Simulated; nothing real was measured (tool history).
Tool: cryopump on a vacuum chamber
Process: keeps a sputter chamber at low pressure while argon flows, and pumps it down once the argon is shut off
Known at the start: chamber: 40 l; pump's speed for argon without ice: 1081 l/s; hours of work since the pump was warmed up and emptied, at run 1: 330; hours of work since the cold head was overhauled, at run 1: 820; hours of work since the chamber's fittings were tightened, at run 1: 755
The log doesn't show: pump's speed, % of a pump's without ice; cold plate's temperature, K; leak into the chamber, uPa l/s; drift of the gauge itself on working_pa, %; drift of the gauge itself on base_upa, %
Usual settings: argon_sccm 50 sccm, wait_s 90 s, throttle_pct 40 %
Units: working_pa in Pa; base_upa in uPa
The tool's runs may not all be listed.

run     day  argon_sccm  wait_s  throttle_pct  hours of work since the pump was warmed up and emptied  hours of work since the cold head was overhauled  hours of work since the chamber's fittings were tightened  working_pa  base_upa
  1       0          50      90            40                                                     330                                               820                                                        755      0.2098      1.28
  2   0.808          50      90            40                                                     347                                               837                                                        772      0.2107      1.33
  3   2.383          50     208            40                                                     380                                               870                                                        805      0.2097      1.17
  4   3.117          50      90            40                                                     395                                               886                                                        820      0.2129      1.43
  5   4.754          50      90            40                                                     430                                               920                                                        855      0.2125      1.45
  6   5.704          50      90            40                                                     450                                               940                                                        875      0.2121      1.46
      6.129  -- pump warmed up, emptied and cooled again
  7   7.379          46      90            40                                                      26                                               971                                                        905      0.1812      1.32
  8     8.1          46      90            40                                                      41                                               986                                                        921      0.1825      1.29
  9   8.912          46      90            40                                                      59                                              1003                                                        938       0.183      1.35
 10   9.717          50      90            53                                                      75                                              1020                                                        955      0.1518      1.33
 11  11.354          79      90            25                                                     110                                              1054                                                        989      0.5031       1.4
 12  12.096          26      90            40                                                     125                                              1070                                                       1004      0.1039      1.45
 13  13.625          50     258            40                                                     158                                              1102                                                       1037       0.203       1.2
 14  14.533          50     258            40                                                     177                                              1121                                                       1056      0.2033      1.24
 15  15.921          41      63            30                                                     206                                              1150                                                       1085      0.2206      1.68
 16  16.708          41     222            30                                                     222                                              1167                                                       1101      0.2218      1.31
 17  17.842          23     158            27                                                     246                                              1191                                                       1125      0.1372      1.42
 18  19.479          69     154            26                                                     281                                              1225                                                       1160      0.4292      1.43

Forecast each of these 4 alternatives for the next run:
  A  20.754          50      90            17                                                     307                                              1252                                                       1186           ?         ?
  B  20.754          36     154            28                                                     307                                              1252                                                       1186           ?         ?
  C  20.754          82      96            26                                                     307                                              1252                                                       1186           ?         ?
  D  20.754          69     154            19                                                     307                                              1252                                                       1186           ?         ?

run  working_pa  base_upa
  A      0.4727       1.7
  B      0.2115       1.5
  C       0.518      1.63
  D      0.5848      1.48
Without the tool's hidden state the same runs would have given:
run  working_pa  base_upa
  A      0.4594      0.71
  B      0.2019      0.52
  C      0.4961      0.65
  D      0.5665      0.52
